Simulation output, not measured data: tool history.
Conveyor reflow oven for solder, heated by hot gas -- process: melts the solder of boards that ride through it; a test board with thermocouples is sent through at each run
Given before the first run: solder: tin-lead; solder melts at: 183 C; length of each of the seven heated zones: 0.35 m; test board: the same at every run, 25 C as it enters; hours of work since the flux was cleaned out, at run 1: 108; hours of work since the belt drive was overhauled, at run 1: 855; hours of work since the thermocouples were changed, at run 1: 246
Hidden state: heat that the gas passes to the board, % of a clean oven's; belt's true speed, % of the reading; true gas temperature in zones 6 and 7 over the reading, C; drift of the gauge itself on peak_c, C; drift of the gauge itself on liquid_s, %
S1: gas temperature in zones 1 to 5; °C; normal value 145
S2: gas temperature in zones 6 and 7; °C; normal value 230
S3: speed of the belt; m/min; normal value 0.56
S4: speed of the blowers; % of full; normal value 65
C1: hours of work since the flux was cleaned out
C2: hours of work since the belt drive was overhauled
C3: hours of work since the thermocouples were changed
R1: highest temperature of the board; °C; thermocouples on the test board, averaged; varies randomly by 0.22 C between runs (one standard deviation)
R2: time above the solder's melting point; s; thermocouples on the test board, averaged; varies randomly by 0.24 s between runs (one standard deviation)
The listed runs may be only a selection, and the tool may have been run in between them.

run 1 day=0 | S1=145 S2=230 S3=0.56 S4=65 | C1=108 C2=855 C3=246 | R1=213.3 R2=56.3
run 2 day=1.942 | S1=145 S2=230 S3=0.56 S4=65 | C1=139 C2=886 C3=277 | R1=213.2 R2=56
run 3 day=3.321 | S1=154 S2=230 S3=0.56 S4=65 | C1=161 C2=908 C3=299 | R1=214.9 R2=61.8
run 4 day=5.417 | S1=154 S2=230 S3=0.56 S4=65 | C1=195 C2=941 C3=333 | R1=214.7 R2=61.6
-- day=6.129 belt drive overhauled, speed set with a stopwatch
run 5 day=6.896 | S1=145 S2=230 S3=0.56 S4=65 | C1=216 C2=12 C3=353 | R1=212.4 R2=53.4
run 6 day=8.842 | S1=145 S2=230 S3=0.56 S4=65 | C1=247 C2=43 C3=384 | R1=212.4 R2=53.5
run 7 day=10.408 | S1=145 S2=230 S3=0.56 S4=65 | C1=272 C2=68 C3=409 | R1=211.8 R2=53.5
run 8 day=11.567 | S1=145 S2=244 S3=0.629 S4=65 | C1=290 C2=87 C3=428 | R1=218.6 R2=52.5
run 9 day=13.775 | S1=145 S2=244 S3=0.629 S4=65 | C1=325 C2=122 C3=463 | R1=218.9 R2=52.2
-- day=14.15 flux residue cleaned out of gas plates and filters
run 10 day=15.371 | S1=137 S2=244 S3=0.629 S4=86 | C1=19 C2=144 C3=485 | R1=221 R2=51.8
run 11 day=18.221 | S1=137 S2=244 S3=0.629 S4=86 | C1=65 C2=189 C3=531 | R1=220.7 R2=51.2
-- day=20.488 flux residue cleaned out of gas plates and filters, once more
run 12 day=21.092 | S1=160 S2=227 S3=0.629 S4=86 | C1=10 C2=232 C3=573 | R1=215.1 R2=57
run 13 day=22.65 | S1=135 S2=219 S3=0.59 S4=64 | C1=34 C2=256 C3=598 | R1=200.9 R2=36
run 14 day=24.604 | S1=145 S2=224 S3=0.59 S4=74 | C1=66 C2=288 C3=629 | R1=209 R2=49.1

Predict each of these 3 candidate next runs independently; none follows another, all start after run 14:
run A day=27.483 | S1=147 S2=243 S3=0.56 S4=86 | C1=111 C2=334 C3=675 | R1=? R2=?
run B day=27.483 | S1=145 S2=230 S3=0.512 S4=88 | C1=111 C2=334 C3=675 | R1=? R2=?
run C day=27.483 | S1=155 S2=230 S3=0.644 S4=78 | C1=111 C2=334 C3=675 | R1=? R2=?

run=A R1=229.7 R2=68
run=B R1=220.3 R2=68.3
run=C R1=214.4 R2=52.1
Had the tool no hidden state, the same runs would have come out as:
run=A R1=228.9 R2=67
run=B R1=219.4 R2=67.2
run=C R1=213.6 R2=51.3

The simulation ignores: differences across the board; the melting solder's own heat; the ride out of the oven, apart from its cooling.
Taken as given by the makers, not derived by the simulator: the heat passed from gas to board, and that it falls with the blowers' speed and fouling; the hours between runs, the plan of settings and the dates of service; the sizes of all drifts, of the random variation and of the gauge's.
